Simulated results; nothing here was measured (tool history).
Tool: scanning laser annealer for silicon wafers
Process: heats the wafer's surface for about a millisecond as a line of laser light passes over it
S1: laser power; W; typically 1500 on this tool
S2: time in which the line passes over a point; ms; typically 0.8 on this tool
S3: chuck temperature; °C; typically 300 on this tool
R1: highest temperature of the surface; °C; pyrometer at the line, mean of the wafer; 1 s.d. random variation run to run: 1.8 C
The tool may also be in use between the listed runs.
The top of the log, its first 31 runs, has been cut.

Run 32, hour 460.4: usual settings but S2 0.655 ms, S3 262 °C. Result: R1 904 °C.
Run 33, hour 476.9: usual settings but S2 0.717 ms, S3 326 °C. Result: R1 999 °C.
Run 34, hour 489.8: usual settings but S1 1462 W, S2 0.745 ms. Result: R1 966 °C.
Run 35, hour 506.9: usual settings but S1 1462 W, S2 0.745 ms, S3 313 °C. Result: R1 979 °C.
Run 36, hour 519.2: usual settings but S1 1608 W. Result: R1 1064 °C.
Run 37, hour 537.5: usual settings but S1 1619 W, S3 298 °C. Result: R1 1064 °C.
Run 38, hour 547.4: usual settings but S1 1619 W, S3 298 °C. Result: R1 1066 °C.
Run 39, hour 565.8: usual settings but S1 1344 W, S2 0.964 ms, S3 289 °C. Result: R1 980 °C.
At hour 573.9: window over the wafer cleaned.
Run 40, hour 580.2: usual settings but S1 1344 W, S2 0.761 ms, S3 289 °C. Result: R1 919 °C.
Run 41, hour 592.5: usual settings but S1 1490 W, S2 0.761 ms, S3 289 °C. Result: R1 990 °C.

Forecast each of these 4 alternatives for the next run:
Run A, hour 603: usual settings but S3 266 °C. Result: R1 ?.
Run B, hour 603: usual settings but S1 1635 W, S2 0.905 ms, S3 312 °C. Result: R1 ?.
Run C, hour 603: usual settings but S2 0.649 ms. Result: R1 ?.
Run D, hour 603: usual settings but S1 1543 W, S2 0.761 ms, S3 274 °C. Result: R1 ?.

run    R1
  A   993
  B  1154
  C   952
  D   999
With no hidden state in the tool, these same runs would have given:
run    R1
  A  1000
  B  1162
  C   958
  D  1006
